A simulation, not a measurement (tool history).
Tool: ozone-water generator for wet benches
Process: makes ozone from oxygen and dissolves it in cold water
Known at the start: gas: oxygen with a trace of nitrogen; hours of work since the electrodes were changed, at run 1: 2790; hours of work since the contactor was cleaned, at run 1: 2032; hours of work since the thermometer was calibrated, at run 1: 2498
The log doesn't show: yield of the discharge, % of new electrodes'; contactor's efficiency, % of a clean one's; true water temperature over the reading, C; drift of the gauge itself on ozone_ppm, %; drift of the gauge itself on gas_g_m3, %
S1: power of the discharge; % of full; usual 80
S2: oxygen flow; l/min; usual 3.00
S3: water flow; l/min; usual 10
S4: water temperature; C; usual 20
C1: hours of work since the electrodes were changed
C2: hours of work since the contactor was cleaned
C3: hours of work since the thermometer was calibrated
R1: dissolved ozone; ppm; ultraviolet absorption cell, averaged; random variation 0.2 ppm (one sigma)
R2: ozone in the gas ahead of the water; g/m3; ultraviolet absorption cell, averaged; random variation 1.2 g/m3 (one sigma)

| run | hour | S1 | S2 | S3 | S4 | C1 | C2 | C3 | R1 | R2 |
|---|---|---|---|---|---|---|---|---|---|---|
| 1 | 0.0 | 80 | 3.00 | 10 | 20 | 2790 | 2032 | 2498 | 29.0 | 227.2 |
| 2 | 48.5 | 62 | 3.00 | 10 | 20 | 2834 | 2076 | 2542 | 23.4 | 183.4 |
| 3 | 80.3 | 62 | 3.00 | 10 | 20 | 2862 | 2105 | 2571 | 23.3 | 181.6 |
| 4 | 138.6 | 62 | 3.00 | 10 | 20 | 2915 | 2158 | 2624 | 23.4 | 182.8 |
| 5 | 172.3 | 62 | 3.00 | 10 | 20 | 2946 | 2188 | 2654 | 23.4 | 181.4 |
| 6 | 211.0 | 80 | 3.00 | 14 | 20 | 2981 | 2223 | 2689 | 21.9 | 224.8 |
| 7 | 274.3 | 80 | 3.00 | 10 | 15 | 3038 | 2281 | 2747 | 31.3 | 227.4 |
| 8 | 311.3 | 65 | 3.00 | 10 | 15 | 3072 | 2314 | 2780 | 26.6 | 189.7 |
| 9 | 344.0 | 80 | 2.93 | 10 | 20 | 3101 | 2344 | 2810 | 28.9 | 225.9 |
| 10 | 403.3 | 80 | 2.93 | 10 | 20 | 3155 | 2397 | 2863 | 28.8 | 226.6 |
| 11 | 475.2 | 80 | 2.93 | 10 | 20 | 3220 | 2462 | 2928 | 29.3 | 226.3 |
| 12 | 550.6 | 80 | 2.93 | 10 | 20 | 3288 | 2531 | 2997 | 28.9 | 224.1 |
| 13 | 615.5 | 80 | 3.00 | 10 | 20 | 3347 | 2590 | 3056 | 29.0 | 222.5 |
| 14 | 666.3 | 80 | 3.00 | 12 | 20 | 3393 | 2636 | 3102 | 25.4 | 224.9 |
| 15 | 698.5 | 52 | 4.66 | 9 | 26 | 3422 | 2665 | 3131 | 19.2 | 128.9 |
|  | 744.9 | contactor cleaned |
| 16 | 756.6 | 93 | 4.66 | 10 | 26 | 3471 | 11 | 3180 | 29.7 | 212.7 |
| 17 | 813.9 | 80 | 3.00 | 10 | 27 | 3523 | 63 | 3232 | 25.5 | 222.7 |
| 18 | 846.0 | 45 | 5.16 | 8 | 27 | 3552 | 92 | 3261 | 17.5 | 109.5 |
| 19 | 888.3 | 60 | 2.92 | 8 | 13 | 3590 | 130 | 3299 | 29.9 | 175.5 |
| 20 | 932.2 | 80 | 3.00 | 16 | 13 | 3630 | 170 | 3339 | 21.5 | 222.7 |
| 21 | 994.1 | 80 | 3.00 | 10 | 20 | 3686 | 226 | 3395 | 29.3 | 222.4 |
| 22 | 1053.4 | 80 | 3.00 | 6 | 20 | 3740 | 279 | 3448 | 39.6 | 222.6 |
| 23 | 1094.7 | 68 | 3.28 | 10 | 25 | 3777 | 317 | 3486 | 23.4 | 185.2 |
| 24 | 1152.0 | 58 | 2.42 | 10 | 20 | 3829 | 369 | 3538 | 21.4 | 184.1 |
| 25 | 1212.4 | 58 | 2.42 | 10 | 20 | 3884 | 423 | 3592 | 21.7 | 182.2 |
| 26 | 1257.4 | 58 | 4.63 | 15 | 20 | 3925 | 464 | 3633 | 16.9 | 141.8 |

Forecast each of these 4 alternatives for the next run:
|  | 1302.4 | gauge calibrated |
| A | 1331.1 | 93 | 3.05 | 15 | 20 | 3991 | 531 | 3700 | ? | ? |
|  | 1302.4 | gauge calibrated |
| B | 1331.1 | 58 | 4.63 | 15 | 13 | 3991 | 531 | 3700 | ? | ? |
|  | 1302.4 | gauge calibrated |
| C | 1331.1 | 58 | 4.63 | 11 | 18 | 3991 | 531 | 3700 | ? | ? |
|  | 1302.4 | gauge calibrated |
| D | 1331.1 | 80 | 3.00 | 10 | 24 | 3991 | 531 | 3700 | ? | ? |

| run | R1 | R2 |
|---|---|---|
| A | 23.9 | 254.3 |
| B | 18.7 | 143.6 |
| C | 22.2 | 144.7 |
| D | 27.3 | 225.3 |
Without the tool's hidden state the same runs would have given:
| run | R1 | R2 |
|---|---|---|
| A | 23.9 | 254.8 |
| B | 18.7 | 143.8 |
| C | 22.2 | 144.9 |
| D | 27.4 | 225.7 |
